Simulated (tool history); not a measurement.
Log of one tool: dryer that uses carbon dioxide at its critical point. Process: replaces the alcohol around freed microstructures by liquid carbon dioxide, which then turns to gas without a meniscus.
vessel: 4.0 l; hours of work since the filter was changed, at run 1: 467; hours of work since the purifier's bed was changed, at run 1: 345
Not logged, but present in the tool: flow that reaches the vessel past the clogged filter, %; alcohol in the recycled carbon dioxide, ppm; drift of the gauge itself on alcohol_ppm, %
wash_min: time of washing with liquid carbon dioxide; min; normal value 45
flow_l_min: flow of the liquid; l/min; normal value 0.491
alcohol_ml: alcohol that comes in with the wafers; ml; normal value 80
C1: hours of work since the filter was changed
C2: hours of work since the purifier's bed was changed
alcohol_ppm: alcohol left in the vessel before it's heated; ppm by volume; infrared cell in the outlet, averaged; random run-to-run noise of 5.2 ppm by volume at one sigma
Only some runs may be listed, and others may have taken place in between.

{"run": 1, "hour": 0.0, "wash_min": 45, "flow_l_min": 0.491, "alcohol_ml": 80, "C1": 467, "C2": 345, "alcohol_ppm": 291}
{"run": 2, "hour": 28.6, "wash_min": 45, "flow_l_min": 0.491, "alcohol_ml": 80, "C1": 489, "C2": 366, "alcohol_ppm": 320}
{"hour": 39.8, "done": "inlet filter changed"}
{"run": 3, "hour": 49.9, "wash_min": 45, "flow_l_min": 0.491, "alcohol_ml": 80, "C1": 8, "C2": 382, "alcohol_ppm": 270}
{"run": 4, "hour": 73.3, "wash_min": 45, "flow_l_min": 0.491, "alcohol_ml": 80, "C1": 26, "C2": 400, "alcohol_ppm": 288}
{"run": 5, "hour": 95.3, "wash_min": 67, "flow_l_min": 0.491, "alcohol_ml": 80, "C1": 42, "C2": 417, "alcohol_ppm": 214}
{"run": 6, "hour": 122.0, "wash_min": 45, "flow_l_min": 0.491, "alcohol_ml": 61, "C1": 63, "C2": 437, "alcohol_ppm": 287}
{"run": 7, "hour": 137.5, "wash_min": 45, "flow_l_min": 0.491, "alcohol_ml": 80, "C1": 74, "C2": 449, "alcohol_ppm": 323}
{"run": 8, "hour": 152.3, "wash_min": 45, "flow_l_min": 0.491, "alcohol_ml": 80, "C1": 86, "C2": 460, "alcohol_ppm": 317}
{"run": 9, "hour": 178.1, "wash_min": 45, "flow_l_min": 0.491, "alcohol_ml": 80, "C1": 105, "C2": 480, "alcohol_ppm": 344}
{"run": 10, "hour": 204.7, "wash_min": 45, "flow_l_min": 0.763, "alcohol_ml": 80, "C1": 126, "C2": 500, "alcohol_ppm": 257}
{"run": 11, "hour": 228.2, "wash_min": 45, "flow_l_min": 0.763, "alcohol_ml": 80, "C1": 144, "C2": 518, "alcohol_ppm": 261}
{"run": 12, "hour": 242.4, "wash_min": 45, "flow_l_min": 0.492, "alcohol_ml": 80, "C1": 154, "C2": 529, "alcohol_ppm": 358}

Run 13 has not been measured yet. What should we expect?
{"run": 13, "hour": 259.3, "wash_min": 45, "flow_l_min": 0.492, "alcohol_ml": 111, "C1": 167, "C2": 542, "alcohol_ppm": "?"}

{"run 13": {"alcohol_ppm": 406}}
With no hidden state in the tool, this same run would have given alcohol_ppm 127 ppm by volume.

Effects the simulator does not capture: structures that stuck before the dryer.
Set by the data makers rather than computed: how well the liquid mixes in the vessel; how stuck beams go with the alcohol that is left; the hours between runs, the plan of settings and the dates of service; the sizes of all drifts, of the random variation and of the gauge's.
